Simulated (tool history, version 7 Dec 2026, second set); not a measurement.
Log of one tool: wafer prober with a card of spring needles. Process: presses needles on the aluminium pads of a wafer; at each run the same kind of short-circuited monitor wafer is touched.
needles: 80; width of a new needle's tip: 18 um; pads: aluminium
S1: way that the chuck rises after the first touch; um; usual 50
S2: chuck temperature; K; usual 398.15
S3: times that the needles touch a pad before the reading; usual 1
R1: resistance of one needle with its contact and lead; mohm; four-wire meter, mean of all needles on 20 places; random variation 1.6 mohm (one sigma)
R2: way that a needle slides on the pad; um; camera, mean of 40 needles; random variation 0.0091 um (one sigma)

Run 1, day 0.000: usual settings. Result: R1 163 mohm, R2 13.034 um.
At day 0.162: tips cleaned on abrasive film.
Run 2, day 0.729: usual settings. Result: R1 158 mohm, R2 13.017 um.
At day 1.088: tips cleaned on abrasive film.
Run 3, day 1.088: usual settings. Result: R1 161 mohm, R2 12.988 um.
Run 4, day 1.783: usual settings. Result: R1 160 mohm, R2 12.971 um.
At day 2.017: tips cleaned on abrasive film.
Run 5, day 2.450: usual settings. Result: R1 157 mohm, R2 12.929 um.
Run 6, day 2.896: usual settings. Result: R1 160 mohm, R2 12.918 um.
At day 2.942: tips cleaned on abrasive film.
Run 7, day 3.308: usual settings but S2 361.15 K. Result: R1 151 mohm, R2 12.880 um.
Run 8, day 3.729: usual settings but S2 315.15 K, S3 2. Result: R1 147 mohm, R2 12.884 um.
At day 3.858: tips cleaned on abrasive film.
Run 9, day 4.358: usual settings but S1 41 um, S2 324.15 K. Result: R1 149 mohm, R2 10.532 um.
Run 10, day 4.667: usual settings but S2 373.15 K. Result: R1 157 mohm, R2 12.847 um.
At day 4.792: tips cleaned on abrasive film.
Run 11, day 5.296: usual settings but S2 307.15 K, S3 3. Result: R1 142 mohm, R2 12.813 um.
At day 5.692: height of the first contact set anew.
At day 5.742: tips cleaned on abrasive film.
Run 12, day 5.996: usual settings but S2 307.15 K, S3 3. Result: R1 143 mohm, R2 12.786 um.
Run 13, day 6.633: usual settings but S2 307.15 K, S3 3. Result: R1 144 mohm, R2 12.775 um.

Forecast each of these 4 alternatives for the next run:
At day 6.700: tips cleaned on abrasive film.
Run A, day 7.079: usual settings but S2 307.15 K, S3 3. Result: R1 ?, R2 ?.
At day 6.700: tips cleaned on abrasive film.
Run B, day 7.079: usual settings but S1 54 um, S2 309.15 K, S3 3. Result: R1 ?, R2 ?.
At day 6.700: tips cleaned on abrasive film.
Run C, day 7.079: usual settings but S1 58 um, S3 2. Result: R1 ?, R2 ?.
At day 6.700: tips cleaned on abrasive film.
Run D, day 7.079: usual settings but S2 323.15 K. Result: R1 ?, R2 ?.

run   R1      R2
  A  142  12.725
  B  140  13.770
  C  154  14.784
  D  145  12.748
Without the tool's hidden state the same runs would have given:
run   R1      R2
  A  142  13.020
  B  140  14.089
  C  154  15.127
  D  145  13.043

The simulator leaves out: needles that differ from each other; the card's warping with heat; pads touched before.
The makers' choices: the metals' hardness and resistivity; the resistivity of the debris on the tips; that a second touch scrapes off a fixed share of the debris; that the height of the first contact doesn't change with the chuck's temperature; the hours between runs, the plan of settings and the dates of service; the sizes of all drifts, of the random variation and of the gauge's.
